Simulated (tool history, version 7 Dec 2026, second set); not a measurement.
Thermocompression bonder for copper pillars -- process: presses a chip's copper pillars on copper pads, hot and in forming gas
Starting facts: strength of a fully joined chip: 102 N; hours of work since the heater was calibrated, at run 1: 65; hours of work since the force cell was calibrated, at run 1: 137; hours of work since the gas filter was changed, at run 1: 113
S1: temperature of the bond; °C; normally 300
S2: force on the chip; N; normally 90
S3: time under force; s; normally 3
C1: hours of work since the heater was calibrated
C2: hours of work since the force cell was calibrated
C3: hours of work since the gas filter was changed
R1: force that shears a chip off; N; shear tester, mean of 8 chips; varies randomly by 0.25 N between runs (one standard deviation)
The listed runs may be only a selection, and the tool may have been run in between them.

run 1 hour=0 | S1=300 S2=90 S3=3 | C1=65 C2=137 C3=113 | R1=70.6
run 2 hour=6.8 | S1=300 S2=90 S3=3 | C1=70 C2=142 C3=118 | R1=70.2
run 3 hour=18 | S1=300 S2=90 S3=3 | C1=79 C2=151 C3=127 | R1=70.2
run 4 hour=27.8 | S1=285 S2=90 S3=3 | C1=87 C2=159 C3=135 | R1=63.2
run 5 hour=35.4 | S1=285 S2=90 S3=3 | C1=93 C2=165 C3=141 | R1=63.4
run 6 hour=43.4 | S1=285 S2=90 S3=3 | C1=99 C2=171 C3=147 | R1=63.1
run 7 hour=50.3 | S1=300 S2=90 S3=3 | C1=104 C2=177 C3=153 | R1=70.1
run 8 hour=57.5 | S1=300 S2=90 S3=3 | C1=110 C2=182 C3=158 | R1=69.8
run 9 hour=64.4 | S1=300 S2=90 S3=3 | C1=116 C2=188 C3=164 | R1=69.9
run 10 hour=75.3 | S1=300 S2=90 S3=3 | C1=124 C2=196 C3=172 | R1=69.3
run 11 hour=81 | S1=300 S2=90 S3=3 | C1=129 C2=201 C3=177 | R1=69.4
run 12 hour=92.5 | S1=300 S2=90 S3=3 | C1=138 C2=210 C3=186 | R1=69.3
run 13 hour=101.5 | S1=300 S2=90 S3=3 | C1=145 C2=217 C3=193 | R1=69.2
run 14 hour=112.4 | S1=300 S2=90 S3=6 | C1=153 C2=226 C3=202 | R1=80.4
run 15 hour=123.8 | S1=300 S2=90 S3=6 | C1=162 C2=235 C3=211 | R1=79.8
run 16 hour=128.8 | S1=300 S2=90 S3=6 | C1=166 C2=239 C3=215 | R1=79.9
run 17 hour=138.2 | S1=300 S2=90 S3=6 | C1=174 C2=246 C3=222 | R1=79.9
run 18 hour=148.3 | S1=300 S2=90 S3=6 | C1=182 C2=254 C3=230 | R1=79.6
run 19 hour=157.7 | S1=273 S2=90 S3=3 | C1=189 C2=261 C3=237 | R1=57
-- hour=160.4 heater calibrated with a thermocouple chip
run 20 hour=169.6 | S1=273 S2=90 S3=3 | C1=7 C2=269 C3=245 | R1=57.2
run 21 hour=180.3 | S1=276 S2=124 S3=3 | C1=16 C2=278 C3=254 | R1=69.3
-- hour=186.3 heater calibrated with a thermocouple chip, once more
run 22 hour=193.1 | S1=270 S2=55 S3=8 | C1=5 C2=286 C3=262 | R1=54.4
run 23 hour=200.9 | S1=317 S2=109 S3=6 | C1=12 C2=292 C3=268 | R1=87.3
run 24 hour=210.8 | S1=317 S2=110 S3=3 | C1=19 C2=300 C3=276 | R1=79.3
run 25 hour=218.6 | S1=300 S2=110 S3=3 | C1=25 C2=306 C3=282 | R1=73.2
run 26 hour=229.9 | S1=300 S2=55 S3=3 | C1=34 C2=315 C3=291 | R1=50.9
run 27 hour=238.2 | S1=300 S2=90 S3=5 | C1=41 C2=322 C3=298 | R1=75
run 28 hour=245 | S1=300 S2=90 S3=5 | C1=46 C2=327 C3=303 | R1=74.5
run 29 hour=252 | S1=313 S2=100 S3=2 | C1=52 C2=332 C3=309 | R1=68.5
run 30 hour=256.6 | S1=298 S2=90 S3=5 | C1=55 C2=336 C3=312 | R1=73.9
run 31 hour=268.1 | S1=298 S2=126 S3=6 | C1=64 C2=345 C3=321 | R1=84
run 32 hour=279 | S1=298 S2=126 S3=6 | C1=73 C2=354 C3=330 | R1=84.1
run 33 hour=290.3 | S1=298 S2=126 S3=6 | C1=82 C2=363 C3=339 | R1=83.8
run 34 hour=295.3 | S1=316 S2=104 S3=8 | C1=86 C2=367 C3=343 | R1=87.1
run 35 hour=300.3 | S1=283 S2=101 S3=3 | C1=90 C2=371 C3=347 | R1=62.7
-- hour=306.3 forming gas filter changed
run 36 hour=311.4 | S1=283 S2=101 S3=3 | C1=98 C2=379 C3=4 | R1=69.1
run 37 hour=317.8 | S1=288 S2=132 S3=3 | C1=103 C2=384 C3=9 | R1=80.6
run 38 hour=326.1 | S1=288 S2=132 S3=3 | C1=110 C2=390 C3=16 | R1=80.2
run 39 hour=334.6 | S1=278 S2=92 S3=3 | C1=116 C2=397 C3=22 | R1=63.2
run 40 hour=342.5 | S1=296 S2=90 S3=4 | C1=123 C2=403 C3=28 | R1=75.6

Hidden state at the last listed run before each entry between runs and at the first one after, where it differs:
Between runs 19 and 20: heater calibrated with a thermocouple chip (hour 160.4)
  true temperature of the bond over the reading, C: 2.2 -> 3.5; force that reaches the chip, % of what is set: 101.1 -> 101.2; oxide that the forming gas leaves, % of the face: 7.01 -> 7.19
  measured value less the no-hidden-state value, R1: -2.4 -> -2 N
Between runs 21 and 22: heater calibrated with a thermocouple chip, once more (hour 186.3)
  true temperature of the bond over the reading, C: 3.6 -> 0.3; oxide that the forming gas leaves, % of the face: 7.42 -> 7.65
  measured value less the no-hidden-state value, R1: -3 -> -3.6 N
Between runs 35 and 36: forming gas filter changed (hour 306.3)
  true temperature of the bond over the reading, C: 1 -> 1.1; oxide that the forming gas leaves, % of the face: 9.89 -> 0.63
  measured value less the no-hidden-state value, R1: -5.6 -> +1 N
